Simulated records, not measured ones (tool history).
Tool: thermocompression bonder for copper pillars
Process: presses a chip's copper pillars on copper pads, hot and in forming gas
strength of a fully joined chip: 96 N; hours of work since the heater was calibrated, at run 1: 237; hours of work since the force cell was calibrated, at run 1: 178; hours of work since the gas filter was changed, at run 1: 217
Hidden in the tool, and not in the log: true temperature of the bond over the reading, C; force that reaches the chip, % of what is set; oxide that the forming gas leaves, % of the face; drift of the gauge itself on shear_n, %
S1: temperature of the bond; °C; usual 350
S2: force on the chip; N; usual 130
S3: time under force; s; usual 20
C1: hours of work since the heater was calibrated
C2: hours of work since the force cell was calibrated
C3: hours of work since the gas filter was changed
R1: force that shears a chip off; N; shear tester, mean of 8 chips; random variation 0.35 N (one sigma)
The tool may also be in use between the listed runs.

run	hour	S1	S2	S3	C1	C2	C3	R1
1	0.0	350	130	20	237	178	217	47.4
# hour 8.0: forming gas filter changed
2	8.0	350	130	20	240	181	0	52.2
3	18.0	350	130	20	244	185	4	51.9
4	32.9	350	82	20	250	191	10	34.0
5	45.6	350	82	20	256	197	15	34.0
6	58.0	350	82	20	261	202	20	34.4
7	75.9	350	82	20	268	209	28	34.5
8	86.2	348	130	20	272	213	32	50.7
9	100.6	348	130	20	278	219	38	50.4
10	112.1	348	130	11	283	224	42	40.9
11	121.3	350	95	20	286	227	46	39.1
12	129.6	350	95	20	290	231	49	39.5
# hour 132.5: force cell calibrated
13	144.4	350	95	20	295	5	55	38.9
14	156.1	327	106	20	300	10	60	36.8
15	167.4	335	86	51	304	14	64	45.1
16	181.5	357	151	24	310	20	70	62.6
17	197.8	371	165	11	317	27	76	57.3
18	205.7	340	183	11	320	30	80	51.2
# hour 212.0: force cell calibrated, once more
19	221.0	351	113	59	326	4	85	63.2
20	234.1	351	190	16	331	9	91	61.7
21	245.6	351	100	20	336	14	95	40.1
22	253.1	341	79	12	339	17	98	23.9
23	264.9	359	167	12	343	21	103	54.1
24	279.6	353	184	34	349	27	109	72.8
25	287.0	350	194	30	352	30	112	72.0
26	296.7	348	159	36	356	34	116	67.6

Forecast each of these 5 alternatives for the next run:
A	311.2	348	178	36	362	40	122	?
B	311.2	348	158	11	362	40	122	?
C	311.2	366	159	31	362	40	122	?
D	311.2	365	169	32	362	40	122	?
E	311.2	348	151	21	362	40	122	?

run	R1
A	71.8
B	47.7
C	69.7
D	72.3
E	55.1
Without the tool's hidden state the same runs would have given:
run	R1
A	74.2
B	48.8
C	72.1
D	74.8
E	56.5
